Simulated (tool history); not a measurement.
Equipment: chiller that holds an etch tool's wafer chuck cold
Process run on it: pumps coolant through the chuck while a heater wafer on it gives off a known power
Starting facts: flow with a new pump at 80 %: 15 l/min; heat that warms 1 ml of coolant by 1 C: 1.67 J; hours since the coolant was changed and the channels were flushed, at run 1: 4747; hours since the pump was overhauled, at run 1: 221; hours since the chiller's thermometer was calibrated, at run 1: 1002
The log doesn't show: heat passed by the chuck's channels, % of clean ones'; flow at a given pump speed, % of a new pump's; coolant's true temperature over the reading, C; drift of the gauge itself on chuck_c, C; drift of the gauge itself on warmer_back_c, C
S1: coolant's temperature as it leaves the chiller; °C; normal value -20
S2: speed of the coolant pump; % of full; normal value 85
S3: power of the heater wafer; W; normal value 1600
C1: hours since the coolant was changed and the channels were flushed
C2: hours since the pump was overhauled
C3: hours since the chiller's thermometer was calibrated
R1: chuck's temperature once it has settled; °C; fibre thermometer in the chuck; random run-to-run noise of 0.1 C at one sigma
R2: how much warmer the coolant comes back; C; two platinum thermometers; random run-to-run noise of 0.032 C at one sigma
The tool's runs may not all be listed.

{"run": 1, "hour": 0.0, "S1": -20, "S2": 85, "S3": 1600, "C1": 4747, "C2": 221, "C3": 1002, "R1": -7.8, "R2": 3.64}
{"run": 2, "hour": 57.1, "S1": -30, "S2": 85, "S3": 1600, "C1": 4805, "C2": 279, "C3": 1059, "R1": -17.7, "R2": 3.55}
{"run": 3, "hour": 94.3, "S1": -30, "S2": 85, "S3": 1600, "C1": 4842, "C2": 316, "C3": 1096, "R1": -17.7, "R2": 3.58}
{"run": 4, "hour": 125.8, "S1": -30, "S2": 85, "S3": 1600, "C1": 4873, "C2": 347, "C3": 1128, "R1": -17.8, "R2": 3.58}
{"run": 5, "hour": 153.3, "S1": -30, "S2": 85, "S3": 1600, "C1": 4901, "C2": 375, "C3": 1155, "R1": -17.7, "R2": 3.59}
{"run": 6, "hour": 193.8, "S1": -30, "S2": 85, "S3": 1600, "C1": 4941, "C2": 415, "C3": 1196, "R1": -17.6, "R2": 3.59}
{"run": 7, "hour": 219.5, "S1": -30, "S2": 85, "S3": 1600, "C1": 4967, "C2": 441, "C3": 1221, "R1": -17.5, "R2": 3.57}
{"run": 8, "hour": 261.8, "S1": -22, "S2": 81, "S3": 2053, "C1": 5009, "C2": 483, "C3": 1264, "R1": -5.4, "R2": 4.8}
{"run": 9, "hour": 297.1, "S1": -22, "S2": 81, "S3": 2053, "C1": 5045, "C2": 519, "C3": 1299, "R1": -5.6, "R2": 4.83}
{"run": 10, "hour": 342.1, "S1": -24, "S2": 85, "S3": 1600, "C1": 5090, "C2": 564, "C3": 1344, "R1": -11.8, "R2": 3.43}
{"run": 11, "hour": 376.3, "S1": -24, "S2": 98, "S3": 1499, "C1": 5124, "C2": 598, "C3": 1378, "R1": -13.8, "R2": 2.89}

Estimate the outcome of run 12 from the log above:
{"run": 12, "hour": 424.9, "S1": -20, "S2": 64, "S3": 1577, "C1": 5172, "C2": 646, "C3": 1427, "R1": "?", "R2": "?"}

{"run 12": {"R1": -4.2, "R2": 4.61}}
Had the tool carried no hidden state, the very same run would have given R1 -4.2 °C, R2 4.72 C.
